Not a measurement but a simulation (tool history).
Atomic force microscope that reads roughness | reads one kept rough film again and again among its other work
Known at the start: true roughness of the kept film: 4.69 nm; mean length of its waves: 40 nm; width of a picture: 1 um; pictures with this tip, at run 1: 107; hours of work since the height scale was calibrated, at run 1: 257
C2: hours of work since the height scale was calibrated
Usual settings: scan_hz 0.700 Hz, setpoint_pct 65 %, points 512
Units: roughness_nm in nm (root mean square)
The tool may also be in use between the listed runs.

Run 1, hour 0.0: usual settings; pictures with this tip 107; C2 257. Result: roughness_nm 3.573 nm (root mean square).
Run 2, hour 10.6: usual settings but setpoint_pct 71 %; pictures with this tip 133; C2 265. Result: roughness_nm 3.420 nm (root mean square).
Run 3, hour 19.5: usual settings but scan_hz 1.867 Hz, setpoint_pct 71 %; pictures with this tip 154; C2 272. Result: roughness_nm 3.204 nm (root mean square).
Run 4, hour 26.8: usual settings but scan_hz 1.867 Hz, setpoint_pct 71 %; pictures with this tip 171; C2 278. Result: roughness_nm 3.131 nm (root mean square).
Run 5, hour 35.4: usual settings but scan_hz 1.867 Hz, setpoint_pct 71 %; pictures with this tip 192; C2 285. Result: roughness_nm 3.092 nm (root mean square).
Run 6, hour 43.7: usual settings but scan_hz 1.867 Hz, setpoint_pct 71 %; pictures with this tip 211; C2 291. Result: roughness_nm 2.979 nm (root mean square).
Run 7, hour 51.8: usual settings but scan_hz 1.867 Hz, setpoint_pct 71 %; pictures with this tip 231; C2 298. Result: roughness_nm 2.938 nm (root mean square).
At hour 58.9: new tip fitted.
Run 8, hour 59.5: usual settings but scan_hz 1.867 Hz, setpoint_pct 71 %; pictures with this tip 1; C2 303. Result: roughness_nm 3.863 nm (root mean square).
Run 9, hour 65.1: usual settings but scan_hz 0.885 Hz, points 669; pictures with this tip 14; C2 308. Result: roughness_nm 4.025 nm (root mean square).
Run 10, hour 73.3: usual settings but scan_hz 0.885 Hz, setpoint_pct 86 %, points 790; pictures with this tip 34; C2 314. Result: roughness_nm 3.694 nm (root mean square).
Run 11, hour 78.8: usual settings but scan_hz 2.041 Hz, points 779; pictures with this tip 47; C2 318. Result: roughness_nm 3.703 nm (root mean square).
Run 12, hour 89.2: usual settings but scan_hz 3.716 Hz, setpoint_pct 67 %, points 1018; pictures with this tip 72; C2 326. Result: roughness_nm 3.369 nm (root mean square).
Run 13, hour 94.0: usual settings but scan_hz 0.533 Hz, setpoint_pct 71 %, points 1018; pictures with this tip 83; C2 330. Result: roughness_nm 3.637 nm (root mean square).

How the hidden state differs across the entries between the runs, from the last listed run before each to the first after it:
Between runs 7 and 8: new tip fitted (hour 58.9)
  radius of the tip, nm: 41.8 -> 10.2; height scale over the true one, %: 0.38 -> 0.39
  measured less the result without the state, roughness_nm: -0.956 -> +0.007 nm (root mean square)
